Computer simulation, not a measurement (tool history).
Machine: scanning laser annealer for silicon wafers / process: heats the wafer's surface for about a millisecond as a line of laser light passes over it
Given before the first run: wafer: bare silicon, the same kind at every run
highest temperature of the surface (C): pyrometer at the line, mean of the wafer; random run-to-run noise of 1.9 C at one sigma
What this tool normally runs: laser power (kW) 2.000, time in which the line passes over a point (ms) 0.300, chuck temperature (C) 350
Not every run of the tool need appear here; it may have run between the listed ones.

| run | hour | laser power (kW) | time in which the line passes over a point (ms) | chuck temperature (C) | highest temperature of the surface (C) |
|---|---|---|---|---|---|
| 1 | 0.0 | 2.000 | 0.300 | 350 | 1093 |
| 2 | 12.0 | 2.183 | 0.300 | 350 | 1170 |
| 3 | 23.3 | 2.000 | 0.236 | 350 | 1011 |
| 4 | 33.6 | 2.000 | 0.300 | 350 | 1090 |
| 5 | 45.2 | 2.000 | 0.300 | 350 | 1091 |
| 6 | 52.8 | 2.000 | 0.351 | 350 | 1151 |
| 7 | 58.1 | 2.000 | 0.351 | 350 | 1146 |
| 8 | 66.9 | 2.000 | 0.351 | 350 | 1146 |
| 9 | 83.7 | 2.000 | 0.336 | 325 | 1099 |
| 10 | 95.4 | 2.000 | 0.363 | 340 | 1145 |
| 11 | 104.3 | 1.756 | 0.265 | 350 | 945 |
| 12 | 116.8 | 1.803 | 0.306 | 350 | 1005 |
| 13 | 131.2 | 1.726 | 0.279 | 333 | 939 |
| 14 | 138.0 | 1.894 | 0.283 | 317 | 993 |

Missing from the log above: 2 entries noted between runs. For each, name the pair of listed runs it sits between and say how the tool's hidden condition differs from the listed run just before to the listed run just after:
From run 8 to run 9: optics aligned, line set to its width (hour 72.5)
  light that passes the window, % of a clean one's: 98.45 -> 98.39; width of the line over the set one, %: 1.17 -> 1.73
  measured result minus the result with no hidden state, highest temperature of the surface (C): -19 -> -22
From run 12 to run 13: optics aligned, line set to its width, once more (hour 130.5)
  light that passes the window, % of a clean one's: 98.22 -> 98.17; width of the line over the set one, %: 1.75 -> 0.09
  measured result minus the result with no hidden state, highest temperature of the surface (C): -20 -> -12

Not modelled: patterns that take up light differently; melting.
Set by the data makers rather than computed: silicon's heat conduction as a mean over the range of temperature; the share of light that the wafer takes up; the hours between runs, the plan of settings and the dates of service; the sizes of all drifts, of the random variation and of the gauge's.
